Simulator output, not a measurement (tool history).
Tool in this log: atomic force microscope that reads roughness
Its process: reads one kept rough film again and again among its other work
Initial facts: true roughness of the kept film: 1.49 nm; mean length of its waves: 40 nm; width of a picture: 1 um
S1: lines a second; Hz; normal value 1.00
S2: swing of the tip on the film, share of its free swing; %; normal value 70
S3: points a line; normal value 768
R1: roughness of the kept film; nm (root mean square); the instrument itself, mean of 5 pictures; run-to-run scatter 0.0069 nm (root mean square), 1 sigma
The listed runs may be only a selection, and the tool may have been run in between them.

Run 1, hour 0.0: usual settings. Result: R1 1.348 nm (root mean square).
Run 2, hour 6.1: usual settings. Result: R1 1.350 nm (root mean square).
Run 3, hour 11.5: usual settings but S3 502. Result: R1 1.347 nm (root mean square).
Run 4, hour 17.4: usual settings. Result: R1 1.345 nm (root mean square).
Run 5, hour 24.1: usual settings but S2 79 %. Result: R1 1.313 nm (root mean square).
Run 6, hour 30.0: usual settings but S2 79 %. Result: R1 1.314 nm (root mean square).
Run 7, hour 37.4: usual settings. Result: R1 1.318 nm (root mean square).
Run 8, hour 42.6: usual settings. Result: R1 1.311 nm (root mean square).
Run 9, hour 50.3: usual settings. Result: R1 1.320 nm (root mean square).
Run 10, hour 55.0: usual settings but S3 289. Result: R1 1.293 nm (root mean square).
Run 11, hour 61.2: usual settings but S3 289. Result: R1 1.294 nm (root mean square).
Run 12, hour 68.8: usual settings but S3 289. Result: R1 1.283 nm (root mean square).
Run 13, hour 73.5: usual settings but S2 73 %. Result: R1 1.288 nm (root mean square).
At hour 75.0: height scale calibrated on a step standard.
Run 14, hour 79.7: usual settings but S2 73 %. Result: R1 1.286 nm (root mean square).
Run 15, hour 84.6: usual settings but S2 73 %. Result: R1 1.268 nm (root mean square).
Run 16, hour 92.4: usual settings but S2 73 %. Result: R1 1.265 nm (root mean square).
At hour 95.8: height scale calibrated on a step standard, once more.
Run 17, hour 101.6: usual settings but S2 71 %. Result: R1 1.273 nm (root mean square).
At hour 107.4: new tip fitted.
Run 18, hour 108.7: usual settings but S2 71 %. Result: R1 1.404 nm (root mean square).
Run 19, hour 118.4: usual settings but S1 0.70 Hz, S3 496. Result: R1 1.409 nm (root mean square).
Run 20, hour 128.1: usual settings but S1 0.73 Hz, S2 56 %, S3 551. Result: R1 1.409 nm (root mean square).
Run 21, hour 136.5: usual settings but S1 1.30 Hz, S2 79 %. Result: R1 1.361 nm (root mean square).
Run 22, hour 141.0: usual settings but S1 0.84 Hz, S2 77 %, S3 299. Result: R1 1.357 nm (root mean square).
Run 23, hour 150.5: usual settings but S1 1.25 Hz, S2 78 %, S3 264. Result: R1 1.338 nm (root mean square).
Run 24, hour 156.7: usual settings but S1 1.25 Hz, S2 78 %, S3 264. Result: R1 1.336 nm (root mean square).
Run 25, hour 165.6: usual settings but S1 0.56 Hz, S2 78 %, S3 264. Result: R1 1.353 nm (root mean square).
Run 26, hour 175.0: usual settings but S1 2.98 Hz, S2 78 %, S3 427. Result: R1 1.270 nm (root mean square).
Run 27, hour 182.0: usual settings but S2 64 %. Result: R1 1.339 nm (root mean square).
Run 28, hour 187.6: usual settings but S2 74 %. Result: R1 1.328 nm (root mean square).
Run 29, hour 192.8: usual settings but S2 77 %, S3 258. Result: R1 1.309 nm (root mean square).
Run 30, hour 197.2: usual settings but S1 3.60 Hz, S2 77 %, S3 489. Result: R1 1.252 nm (root mean square).
Run 31, hour 201.4: usual settings but S1 1.10 Hz, S3 740. Result: R1 1.307 nm (root mean square).
Run 32, hour 205.8: usual settings but S1 1.10 Hz, S3 740. Result: R1 1.308 nm (root mean square).
Run 33, hour 214.8: usual settings but S1 0.99 Hz, S2 60 %, S3 309. Result: R1 1.296 nm (root mean square).
Run 34, hour 222.3: usual settings but S1 0.99 Hz, S2 60 %, S3 309. Result: R1 1.306 nm (root mean square).

Here are 5 independent what-if runs from the current tool condition. What would each one return?
Run A, hour 229.4: usual settings but S1 1.22 Hz, S2 90 %, S3 502. Result: R1 ?.
Run B, hour 229.4: usual settings but S1 1.77 Hz. Result: R1 ?.
Run C, hour 229.4: usual settings but S1 0.69 Hz, S2 58 %, S3 499. Result: R1 ?.
Run D, hour 229.4: usual settings but S2 81 %, S3 477. Result: R1 ?.
Run E, hour 229.4: usual settings but S1 0.99 Hz, S2 60 %, S3 262. Result: R1 ?.

run     R1
  A  1.249
  B  1.283
  C  1.299
  D  1.285
  E  1.297
What these runs would have given with no unlogged condition in the tool:
run     R1
  A  1.367
  B  1.405
  C  1.422
  D  1.406
  E  1.420
